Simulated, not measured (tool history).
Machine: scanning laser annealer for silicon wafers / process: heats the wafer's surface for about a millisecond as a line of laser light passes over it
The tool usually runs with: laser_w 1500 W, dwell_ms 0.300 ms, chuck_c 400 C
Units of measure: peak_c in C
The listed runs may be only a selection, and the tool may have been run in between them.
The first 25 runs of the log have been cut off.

run   hour  laser_w  dwell_ms  chuck_c  peak_c
     392.3  -- laser's power meter calibrated, once more
 26  393.9     1373     0.298      377    1016
 27  406.9     1432     0.292      418    1078
 28  425.1     1500     0.361      400    1166
 29  441.5     1500     0.361      400    1170
 30  452.1     1397     0.253      400     993
 31  474.6     1548     0.234      408    1043
 32  487.6     1548     0.234      408    1045
 33  507.1     1525     0.300      400    1108
 34  516.8     1525     0.300      400    1107
 35  526.1     1434     0.300      400    1063
 36  540.7     1500     0.274      400    1066
 37  563.1     1635     0.287      398    1143
 38  574.7     1567     0.300      428    1155
 39  593.4     1446     0.300      400    1066
 40  604.9     1446     0.300      400    1068
 41  617.9     1279     0.301      400     984

What if the next run were any one of these 3? Each begins from the tool's condition after run 41:
  A  627.7     1448     0.301      400       ?
  B  627.7     1339     0.300      382       ?
  C  627.7     1570     0.300      423       ?

run  peak_c
  A    1069
  B     996
  C    1150
Without the tool's unlogged condition, the same runs would have read:
run  peak_c
  A    1095
  B    1019
  C    1178

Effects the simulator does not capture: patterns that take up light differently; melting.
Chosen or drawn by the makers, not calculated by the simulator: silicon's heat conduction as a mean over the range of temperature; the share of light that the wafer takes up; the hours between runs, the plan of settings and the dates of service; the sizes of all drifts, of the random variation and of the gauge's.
